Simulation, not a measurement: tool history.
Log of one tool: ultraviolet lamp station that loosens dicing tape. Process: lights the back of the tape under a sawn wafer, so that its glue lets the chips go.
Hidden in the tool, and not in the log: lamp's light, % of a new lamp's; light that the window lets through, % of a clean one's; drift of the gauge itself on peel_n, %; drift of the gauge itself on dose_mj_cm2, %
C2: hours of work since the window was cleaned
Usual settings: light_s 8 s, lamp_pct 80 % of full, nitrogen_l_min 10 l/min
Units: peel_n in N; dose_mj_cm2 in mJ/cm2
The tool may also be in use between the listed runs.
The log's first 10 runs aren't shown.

Run 11, hour 210.4: usual settings; hours of work of the lamp 563; C2 147. Result: peel_n 0.785 N, dose_mj_cm2 400 mJ/cm2.
Run 12, hour 232.7: usual settings; hours of work of the lamp 577; C2 161. Result: peel_n 0.806 N, dose_mj_cm2 396 mJ/cm2.
Run 13, hour 252.5: usual settings but nitrogen_l_min 11 l/min; hours of work of the lamp 590; C2 174. Result: peel_n 0.766 N, dose_mj_cm2 396 mJ/cm2.
Run 14, hour 277.1: usual settings but nitrogen_l_min 11 l/min; hours of work of the lamp 606; C2 189. Result: peel_n 0.776 N, dose_mj_cm2 391 mJ/cm2.
Run 15, hour 291.8: usual settings but nitrogen_l_min 11 l/min; hours of work of the lamp 615; C2 199. Result: peel_n 0.816 N, dose_mj_cm2 389 mJ/cm2.
At hour 308.4: window cleaned of glue's vapour.
Run 16, hour 311.5: usual settings but light_s 13 s, nitrogen_l_min 11 l/min; hours of work of the lamp 627; C2 2. Result: peel_n 0.310 N, dose_mj_cm2 677 mJ/cm2.
Run 17, hour 334.5: usual settings but lamp_pct 79 % of full; hours of work of the lamp 642; C2 17. Result: peel_n 0.752 N, dose_mj_cm2 412 mJ/cm2.
Run 18, hour 357.7: usual settings but lamp_pct 79 % of full; hours of work of the lamp 657; C2 31. Result: peel_n 0.783 N, dose_mj_cm2 407 mJ/cm2.
Run 19, hour 387.5: usual settings but light_s 10 s, lamp_pct 64 % of full, nitrogen_l_min 4 l/min; hours of work of the lamp 676; C2 50. Result: peel_n 1.279 N, dose_mj_cm2 405 mJ/cm2.
Run 20, hour 414.5: usual settings but light_s 10 s, lamp_pct 64 % of full, nitrogen_l_min 4 l/min; hours of work of the lamp 693; C2 68. Result: peel_n 1.318 N, dose_mj_cm2 395 mJ/cm2.
Run 21, hour 431.7: usual settings but light_s 10 s, lamp_pct 64 % of full, nitrogen_l_min 4 l/min; hours of work of the lamp 704; C2 79. Result: peel_n 1.348 N, dose_mj_cm2 401 mJ/cm2.
Run 22, hour 454.1: usual settings but light_s 11 s, lamp_pct 66 % of full, nitrogen_l_min 3 l/min; hours of work of the lamp 718; C2 93. Result: peel_n 1.307 N, dose_mj_cm2 445 mJ/cm2.
Run 23, hour 480.1: usual settings but light_s 13 s, lamp_pct 96 % of full, nitrogen_l_min 5 l/min; hours of work of the lamp 735; C2 110. Result: peel_n 0.384 N, dose_mj_cm2 764 mJ/cm2.
Run 24, hour 493.4: usual settings but light_s 13 s, lamp_pct 98 % of full, nitrogen_l_min 5 l/min; hours of work of the lamp 743; C2 118. Result: peel_n 0.362 N, dose_mj_cm2 771 mJ/cm2.
Run 25, hour 521.4: usual settings but light_s 4 s, lamp_pct 69 % of full, nitrogen_l_min 13 l/min; hours of work of the lamp 761; C2 136. Result: peel_n 2.641 N, dose_mj_cm2 163 mJ/cm2.
Run 26, hour 542.1: usual settings but light_s 4 s, lamp_pct 69 % of full, nitrogen_l_min 13 l/min; hours of work of the lamp 774; C2 149. Result: peel_n 2.524 N, dose_mj_cm2 163 mJ/cm2.
Run 27, hour 554.8: usual settings but light_s 4 s, lamp_pct 69 % of full, nitrogen_l_min 13 l/min; hours of work of the lamp 782; C2 157. Result: peel_n 2.672 N, dose_mj_cm2 163 mJ/cm2.
Run 28, hour 571.8: usual settings but light_s 14 s, lamp_pct 95 % of full, nitrogen_l_min 13 l/min; hours of work of the lamp 793; C2 168. Result: peel_n 0.248 N, dose_mj_cm2 787 mJ/cm2.
Run 29, hour 584.8: usual settings but light_s 14 s, lamp_pct 95 % of full, nitrogen_l_min 13 l/min; hours of work of the lamp 802; C2 176. Result: peel_n 0.268 N, dose_mj_cm2 788 mJ/cm2.
Run 30, hour 597.8: usual settings but light_s 11 s, lamp_pct 91 % of full, nitrogen_l_min 4 l/min; hours of work of the lamp 810; C2 185. Result: peel_n 0.678 N, dose_mj_cm2 587 mJ/cm2.
Run 31, hour 627.7: usual settings but light_s 6 s, lamp_pct 91 % of full, nitrogen_l_min 12 l/min; hours of work of the lamp 829; C2 204. Result: peel_n 1.090 N, dose_mj_cm2 315 mJ/cm2.
At hour 635.1: window cleaned of glue's vapour.
Run 32, hour 656.9: usual settings but lamp_pct 84 % of full, nitrogen_l_min 5 l/min; hours of work of the lamp 847; C2 14. Result: peel_n 1.128 N, dose_mj_cm2 414 mJ/cm2.

4 ways to go on from here, each from the tool as it stands after run 32. What would each give?
Run A, hour 681.6: usual settings but light_s 10 s, nitrogen_l_min 19 l/min; hours of work of the lamp 863; C2 30. Result: peel_n ?, dose_mj_cm2 ?.
Run B, hour 681.6: usual settings but lamp_pct 78 % of full, nitrogen_l_min 8 l/min; hours of work of the lamp 863; C2 30. Result: peel_n ?, dose_mj_cm2 ?.
Run C, hour 681.6: usual settings but light_s 6 s, lamp_pct 73 % of full, nitrogen_l_min 5 l/min; hours of work of the lamp 863; C2 30. Result: peel_n ?, dose_mj_cm2 ?.
Run D, hour 681.6: usual settings but light_s 7 s; hours of work of the lamp 863; C2 30. Result: peel_n ?, dose_mj_cm2 ?.

run  peel_n  dose_mj_cm2
  A   0.407          491
  B   0.995          384
  C   2.072          272
  D   1.081          344
Without the tool's hidden state the same runs would have given:
run  peel_n  dose_mj_cm2
  A   0.310          591
  B   0.707          463
  C   1.610          327
  D   0.770          414
